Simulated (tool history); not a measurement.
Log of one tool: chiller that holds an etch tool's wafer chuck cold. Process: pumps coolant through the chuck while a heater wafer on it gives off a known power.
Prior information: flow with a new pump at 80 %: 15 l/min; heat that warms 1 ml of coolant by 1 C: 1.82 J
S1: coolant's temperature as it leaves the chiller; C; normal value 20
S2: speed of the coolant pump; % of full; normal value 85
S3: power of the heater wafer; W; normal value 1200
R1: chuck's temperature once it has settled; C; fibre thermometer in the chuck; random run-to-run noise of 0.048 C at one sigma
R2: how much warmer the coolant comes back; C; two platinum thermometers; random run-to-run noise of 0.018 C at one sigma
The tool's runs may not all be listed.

run,hour,S1,S2,S3,R1,R2
1,0,20,85,1200,26.96,2.56
2,83.2,20,85,1200,27.04,2.57
3,158.9,20,85,1200,27.05,2.59
4,237.3,20,85,1200,26.94,2.58
5,366,20,87,1200,26.85,2.57
6,453.6,20,87,1200,26.9,2.53
7,568.2,20,85,1200,27.12,2.59
8,643.2,20,85,1200,27.1,2.6
9,807.9,20,85,1200,27.02,2.65
10,894.3,20,85,938,25.39,2.08
11,1009.5,20,85,938,25.4,2.09
12,1131,20,91,1200,26.7,2.46
13,1227.3,20,91,1200,26.68,2.45
14,1298,20,91,1200,26.74,2.47
15,1441.6,20,91,1200,26.78,2.51
# hour 1544.3: coolant changed, channels flushed
16,1601.7,20,91,1200,25.95,2.47
17,1673.4,20,85,1669,29.13,3.73
18,1790.9,17,85,1480,24.95,3.32
# hour 1899.3: chiller's thermometer calibrated
19,1931.5,18,100,1102,23.7,2.1
20,2062.3,24,85,1796,34.71,4.04
21,2208.4,24,94,1237,30.72,2.52
22,2344.1,24,94,1237,30.71,2.55
23,2461.6,20,72,1475,30.33,3.93
24,2597.8,15,70,1673,27.07,4.62
25,2730.3,11,85,1200,18.18,2.74
26,2834.1,13,85,1032,19.15,2.35
27,2950.7,14,82,1200,21.48,2.87
28,3039.6,13,85,880,18.26,2.02
29,3150.6,11,85,1257,18.67,2.92
30,3260.4,11,85,1257,18.64,2.93
31,3396.6,14,76,1000,20.7,2.59
32,3519.8,11,65,661,15.99,2.02

Table of differences, measured result less the result of that run with no hidden state. Run-to-run variation is the same in both. Gauge scatter possibly is not:
What the log doesn't record here: heat passed by the chuck's channels, % of clean ones'; flow at a given pump speed, % of a new pump's; coolant's true temperature over the reading, C; drift of the gauge itself on chuck_c, C; drift of the gauge itself on warmer_back_c, C.
run,R1,R2
1,+0.36,+0.1
2,+0.39,+0.11
3,+0.4,+0.12
4,+0.4,+0.12
5,+0.41,+0.12
6,+0.42,+0.12
7,+0.46,+0.13
8,+0.47,+0.14
9,+0.5,+0.15
10,+0.28,+0.12
11,+0.28,+0.12
12,+0.49,+0.16
13,+0.51,+0.17
14,+0.52,+0.17
15,+0.54,+0.18
16,-0.29,+0.18
17,-0.05,+0.28
18,-0.11,+0.26
19,+0.38,+0.17
20,+0.83,+0.34
21,+0.5,+0.22
22,+0.51,+0.23
23,+0.89,+0.36
24,+1.11,+0.45
25,+0.61,+0.27
26,+0.5,+0.24
27,+0.67,+0.3
28,+0.4,+0.21
29,+0.72,+0.31
30,+0.73,+0.32
31,+0.62,+0.29
32,+0.39,+0.24
